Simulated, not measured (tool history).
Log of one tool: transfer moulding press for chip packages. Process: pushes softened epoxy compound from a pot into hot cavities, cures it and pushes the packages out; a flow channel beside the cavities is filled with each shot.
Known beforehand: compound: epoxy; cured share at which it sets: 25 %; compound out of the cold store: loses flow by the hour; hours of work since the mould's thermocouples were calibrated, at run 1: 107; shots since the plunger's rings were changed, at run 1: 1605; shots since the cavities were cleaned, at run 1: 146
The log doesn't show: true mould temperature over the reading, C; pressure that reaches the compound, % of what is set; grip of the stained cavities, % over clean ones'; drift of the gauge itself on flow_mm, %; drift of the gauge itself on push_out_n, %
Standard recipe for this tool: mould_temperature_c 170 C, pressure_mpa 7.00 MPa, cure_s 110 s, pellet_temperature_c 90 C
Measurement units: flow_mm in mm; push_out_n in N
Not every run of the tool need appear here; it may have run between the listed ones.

| run | hour | mould_temperature_c | pressure_mpa | cure_s | pellet_temperature_c | hours of work since the mould's thermocouples were calibrated | shots since the plunger's rings were changed | shots since the cavities were cleaned | incoming compound's hours out of the cold store | flow_mm | push_out_n |
|---|---|---|---|---|---|---|---|---|---|---|---|
| 1 | 0.0 | 170 | 7.00 | 110 | 90 | 107 | 1605 | 146 | 44.2 | 758 | 366 |
| 2 | 21.0 | 170 | 7.00 | 110 | 90 | 119 | 1811 | 352 | 42.2 | 765 | 350 |
| 3 | 44.2 | 170 | 7.00 | 110 | 90 | 133 | 2038 | 579 | 21.9 | 895 | 373 |
| 4 | 62.9 | 170 | 7.00 | 110 | 90 | 144 | 2220 | 761 | 22.4 | 892 | 376 |
| 5 | 99.1 | 170 | 7.00 | 110 | 90 | 165 | 2574 | 1115 | 24.6 | 878 | 385 |
|  | 108.4 | cavities cleaned with cleaning compound and waxed |
| 6 | 125.4 | 170 | 7.00 | 110 | 90 | 179 | 2817 | 166 | 43.2 | 763 | 375 |
| 7 | 141.7 | 170 | 7.00 | 110 | 90 | 189 | 2976 | 325 | 36.6 | 802 | 382 |
| 8 | 178.4 | 170 | 7.00 | 110 | 90 | 210 | 3335 | 684 | 19.2 | 923 | 377 |
| 9 | 202.7 | 170 | 7.00 | 110 | 90 | 224 | 3572 | 921 | 9.0 | 989 | 380 |
| 10 | 224.5 | 170 | 7.00 | 110 | 95 | 237 | 3786 | 1135 | 33.6 | 814 | 371 |
|  | 229.4 | cavities cleaned with cleaning compound and waxed |
| 11 | 262.3 | 170 | 8.67 | 110 | 95 | 258 | 4141 | 322 | 12.5 | 1072 | 398 |
| 12 | 299.2 | 170 | 8.67 | 110 | 95 | 280 | 4501 | 682 | 18.8 | 1020 | 359 |
| 13 | 332.8 | 170 | 7.00 | 97 | 90 | 299 | 4830 | 1011 | 24.7 | 882 | 422 |
|  | 351.5 | cavities cleaned with cleaning compound and waxed |
| 14 | 360.6 | 170 | 7.00 | 97 | 90 | 315 | 5087 | 89 | 21.9 | 898 | 435 |
| 15 | 376.9 | 170 | 7.00 | 97 | 90 | 324 | 5246 | 248 | 17.1 | 925 | 419 |
| 16 | 399.0 | 170 | 6.71 | 91 | 90 | 337 | 5462 | 464 | 47.0 | 723 | 452 |
| 17 | 416.5 | 177 | 7.47 | 127 | 94 | 347 | 5633 | 635 | 26.2 | 868 | 319 |
| 18 | 451.6 | 177 | 7.47 | 127 | 94 | 368 | 5976 | 978 | 15.5 | 941 | 338 |
|  | 474.6 | cavities cleaned with cleaning compound and waxed |
| 19 | 476.5 | 170 | 7.00 | 135 | 96 | 381 | 6205 | 18 | 12.3 | 967 | 337 |
| 20 | 506.6 | 170 | 7.76 | 135 | 85 | 399 | 6499 | 312 | 8.1 | 1049 | 345 |
| 21 | 524.0 | 166 | 7.00 | 101 | 90 | 409 | 6670 | 483 | 15.0 | 964 | 535 |
|  | 550.3 | plunger's sealing rings changed |
| 22 | 551.3 | 166 | 6.35 | 101 | 90 | 423 | 10 | 725 | 33.0 | 806 | 498 |
| 23 | 571.7 | 166 | 6.35 | 101 | 90 | 435 | 210 | 925 | 16.8 | 905 | 542 |
| 24 | 591.5 | 167 | 7.34 | 127 | 92 | 447 | 403 | 1118 | 29.0 | 881 | 355 |
|  | 598.4 | cavities cleaned with cleaning compound and waxed |
| 25 | 619.8 | 167 | 7.00 | 120 | 90 | 462 | 665 | 209 | 17.8 | 940 | 391 |
| 26 | 639.1 | 170 | 7.25 | 110 | 85 | 474 | 854 | 398 | 44.7 | 770 | 375 |
| 27 | 662.4 | 170 | 7.00 | 105 | 84 | 487 | 1082 | 626 | 9.4 | 988 | 419 |
| 28 | 687.0 | 171 | 5.69 | 99 | 90 | 502 | 1322 | 866 | 9.1 | 888 | 397 |

Hidden state at the last listed run before each entry between runs and at the first one after, where it differs:
From run 5 to run 6: cavities cleaned with cleaning compound and waxed (hour 108.4)
  grip of the stained cavities, % over clean ones': 1.1 -> 0.3
From run 10 to run 11: cavities cleaned with cleaning compound and waxed (hour 229.4)
  grip of the stained cavities, % over clean ones': 1.1 -> 0.5
From run 13 to run 14: cavities cleaned with cleaning compound and waxed (hour 351.5)
  grip of the stained cavities, % over clean ones': 1 -> 0.2
From run 18 to run 19: cavities cleaned with cleaning compound and waxed (hour 474.6)
  grip of the stained cavities, % over clean ones': 1 -> 0
From run 21 to run 22: plunger's sealing rings changed (hour 550.3)
  pressure that reaches the compound, % of what is set: 99.88 -> 100; grip of the stained cavities, % over clean ones': 0.6 -> 0.8
From run 24 to run 25: cavities cleaned with cleaning compound and waxed (hour 598.4)
  pressure that reaches the compound, % of what is set: 99.99 -> 99.98; grip of the stained cavities, % over clean ones': 1.1 -> 0.3

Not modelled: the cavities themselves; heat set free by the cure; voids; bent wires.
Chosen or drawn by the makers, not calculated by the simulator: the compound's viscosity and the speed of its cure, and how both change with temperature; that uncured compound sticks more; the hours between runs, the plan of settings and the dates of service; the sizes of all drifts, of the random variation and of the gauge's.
